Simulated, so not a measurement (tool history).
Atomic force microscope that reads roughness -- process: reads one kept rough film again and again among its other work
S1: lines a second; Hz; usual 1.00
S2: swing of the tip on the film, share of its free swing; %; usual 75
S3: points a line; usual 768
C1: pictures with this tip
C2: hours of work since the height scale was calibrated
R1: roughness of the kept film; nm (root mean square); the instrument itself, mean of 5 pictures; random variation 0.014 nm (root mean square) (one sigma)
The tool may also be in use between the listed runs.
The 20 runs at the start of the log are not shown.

run,hour,S1,S2,S3,C1,C2,R1
21,230.1,1.00,75,768,84,300,2.981
22,237.9,1.00,75,768,98,305,2.884
23,250.4,1.00,75,768,119,314,2.786
# hour 259.6: new tip fitted
24,261.4,0.64,61,538,3,320,3.588
25,273.1,1.25,88,338,23,328,3.003
26,279.6,1.25,88,338,35,332,2.944
27,290.5,1.25,88,338,53,340,2.862
28,304.7,1.25,88,338,78,349,2.746
29,315.1,1.51,64,368,96,356,2.922
30,327.6,1.00,74,768,117,364,2.809

The next listed run, before its measurement:
31,336.4,1.00,77,768,132,370,?

R1: 2.702 nm (root mean square)
On a tool with no hidden condition, and with the same random variation, this run would have come out at R1 3.403 nm (root mean square).

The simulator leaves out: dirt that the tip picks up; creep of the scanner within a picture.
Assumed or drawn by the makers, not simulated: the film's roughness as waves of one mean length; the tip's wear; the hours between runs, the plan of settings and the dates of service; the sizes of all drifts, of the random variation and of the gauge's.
